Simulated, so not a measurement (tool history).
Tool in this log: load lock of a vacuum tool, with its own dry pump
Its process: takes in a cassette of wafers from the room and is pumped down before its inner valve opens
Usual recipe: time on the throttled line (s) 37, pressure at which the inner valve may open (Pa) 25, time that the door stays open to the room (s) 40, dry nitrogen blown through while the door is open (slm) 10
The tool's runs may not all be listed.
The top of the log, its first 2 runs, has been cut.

run	hour	time on the throttled line (s)	pressure at which the inner valve may open (Pa)	time that the door stays open to the room (s)	dry nitrogen blown through while the door is open (slm)	hours that the pump has run since its overhaul	times that the door has closed on its seal	incoming humidity of the room's air, %	time from the closed door until the inner valve may open (s)	rise of the pressure with all valves shut (Pa/min)
3	350.4	37	25	40	10	2241	38668	46.1	67.8	0.381
4	455.5	37	25	40	10	2347	38984	45	67.2	0.384
5	561.8	37	25	40	10	2453	39305	44.4	68.7	0.385
6	677.8	37	25	40	10	2569	39654	46	68.8	0.401
7	771.4	37	25	40	10	2662	39936	44	67.5	0.398
8	894.1	37	25	40	10	2785	40306	45.8	68.3	0.404
9	998.6	37	25	40	9	2890	40620	44.4	67.9	0.402
10	1088.1	37	25	40	9	2979	40890	43	68.1	0.407
11	1256.6	37	25	40	10	3148	41398	45.4	67.7	0.412
12	1464.4	37	25	40	10	3355	42023	45.2	68.7	0.426
13	1597.3	37	25	40	10	3488	42424	41.6	68.1	0.425
14	1710.6	37	25	40	10	3602	42765	44.5	68.2	0.433
15	1884.3	37	25	40	27	3775	43288	47.3	68.9	0.436
16	2075.2	37	19	40	27	3966	43863	45	69.5	0.439
17	2254.9	37	19	40	27	4146	44405	47.6	70.2	0.451
18	2382.4	37	19	40	27	4273	44789	41.6	69.8	0.454
19	2529.3	37	19	40	27	4420	45231	46.2	69.6	0.456
20	2639.7	37	38	25	12	4531	45564	44.5	66.7	0.461
21	2812.4	37	38	25	11	4703	46084	46.7	66.1	0.483

Run 22 comes next. What will it give?
22	2993.1	40	25	40	10	4884	46628	44.7	?	?

{"run 22": {"time from the closed door until the inner valve may open (s)": 70.7, "rise of the pressure with all valves shut (Pa/min)": 0.502}}
Without the tool's hidden state the same run would have given time from the closed door until the inner valve may open (s) 69, rise of the pressure with all valves shut (Pa/min) 0.049.
